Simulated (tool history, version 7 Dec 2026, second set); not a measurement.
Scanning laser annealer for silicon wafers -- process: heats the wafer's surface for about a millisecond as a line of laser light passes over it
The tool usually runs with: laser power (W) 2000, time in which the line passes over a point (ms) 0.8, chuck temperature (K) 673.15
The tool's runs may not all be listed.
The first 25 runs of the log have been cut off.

run	day	laser power (W)	time in which the line passes over a point (ms)	chuck temperature (K)	highest temperature of the surface (K)
26	18.604	2000	0.719	644.15	1426.15
27	19.554	2000	0.719	644.15	1424.15
28	20.271	1798	0.789	699.15	1434.15
29	21.221	2000	0.672	712.15	1462.15
30	21.988	2000	0.672	712.15	1460.15
31	22.992	2000	0.672	712.15	1456.15
32	23.988	2000	0.672	712.15	1460.15
33	24.579	2000	0.672	712.15	1457.15
34	25.496	2005	0.902	649.15	1539.15
35	26.338	2128	0.66	680.15	1466.15

What if the next run were any one of these 4? Each begins from the tool's condition after run 35:
A	27.358	2128	0.66	637.15	?
B	27.358	2000	0.796	673.15	?
C	27.358	1845	0.59	670.15	?
D	27.358	1843	0.8	693.15	?

run	highest temperature of the surface (K)
A	1421.15
B	1498.15
C	1306.15
D	1453.15
Take away the tool's hidden state, keep each run's random variation, and the runs would have read:
run	highest temperature of the surface (K)
A	1439.15
B	1516.15
C	1321.15
D	1470.15

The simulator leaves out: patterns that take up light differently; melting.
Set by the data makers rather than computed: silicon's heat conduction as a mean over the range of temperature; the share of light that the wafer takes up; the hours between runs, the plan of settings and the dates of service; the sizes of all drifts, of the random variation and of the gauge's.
